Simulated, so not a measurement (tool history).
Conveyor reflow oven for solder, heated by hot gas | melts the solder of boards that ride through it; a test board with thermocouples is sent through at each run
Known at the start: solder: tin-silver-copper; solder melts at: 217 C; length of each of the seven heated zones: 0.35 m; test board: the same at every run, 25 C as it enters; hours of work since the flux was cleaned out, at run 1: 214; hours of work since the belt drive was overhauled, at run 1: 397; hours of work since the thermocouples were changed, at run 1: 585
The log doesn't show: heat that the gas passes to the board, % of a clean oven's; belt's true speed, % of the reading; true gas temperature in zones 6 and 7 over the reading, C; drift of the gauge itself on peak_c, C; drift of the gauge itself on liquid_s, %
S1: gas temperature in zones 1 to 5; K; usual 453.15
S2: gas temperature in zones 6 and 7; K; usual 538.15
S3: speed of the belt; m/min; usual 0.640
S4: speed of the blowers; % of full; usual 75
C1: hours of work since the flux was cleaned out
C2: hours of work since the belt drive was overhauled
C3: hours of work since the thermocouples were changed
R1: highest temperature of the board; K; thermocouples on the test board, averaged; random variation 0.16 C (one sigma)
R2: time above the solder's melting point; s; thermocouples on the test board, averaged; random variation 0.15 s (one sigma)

run	day	S1	S2	S3	S4	C1	C2	C3	R1	R2
1	0.000	453.15	538.15	0.640	75	214	397	585	525.95	51.8
2	0.817	453.15	538.15	0.640	53	223	407	594	518.75	45.2
# day 1.867: thermocouples of zones 6 and 7 changed
3	1.867	453.15	538.15	0.640	53	235	419	0	518.55	44.8
4	3.508	453.15	538.15	0.640	53	254	438	19	518.75	45.5
5	4.467	453.15	538.15	0.640	67	266	449	31	523.55	49.8
6	5.696	453.15	538.15	0.640	78	280	464	45	526.55	52.4
7	6.396	453.15	538.15	0.640	52	288	472	54	518.05	44.5
8	7.346	453.15	538.15	0.640	75	300	483	65	525.95	51.7
9	8.308	453.15	538.15	0.640	75	311	495	76	525.65	51.7
10	9.083	453.15	538.15	0.640	75	320	504	85	525.45	51.5
11	10.388	453.15	538.15	0.640	75	336	520	101	525.75	51.6
12	12.012	453.15	538.15	0.640	75	355	539	120	525.75	51.5
13	13.133	453.15	538.15	0.534	55	368	552	133	524.85	61.5
14	14.071	453.15	538.15	0.768	55	379	563	145	512.35	31.8

The next listed run, before its measurement:
# day 14.667: flux residue cleaned out of gas plates and filters
15	15.138	456.15	538.15	0.768	55	6	573	155	?	?

Run 15 gave R1 513.75 K, R2 33.4 s.
Without the tool's hidden state the same run would have given R1 513.75 K, R2 33.4 s.
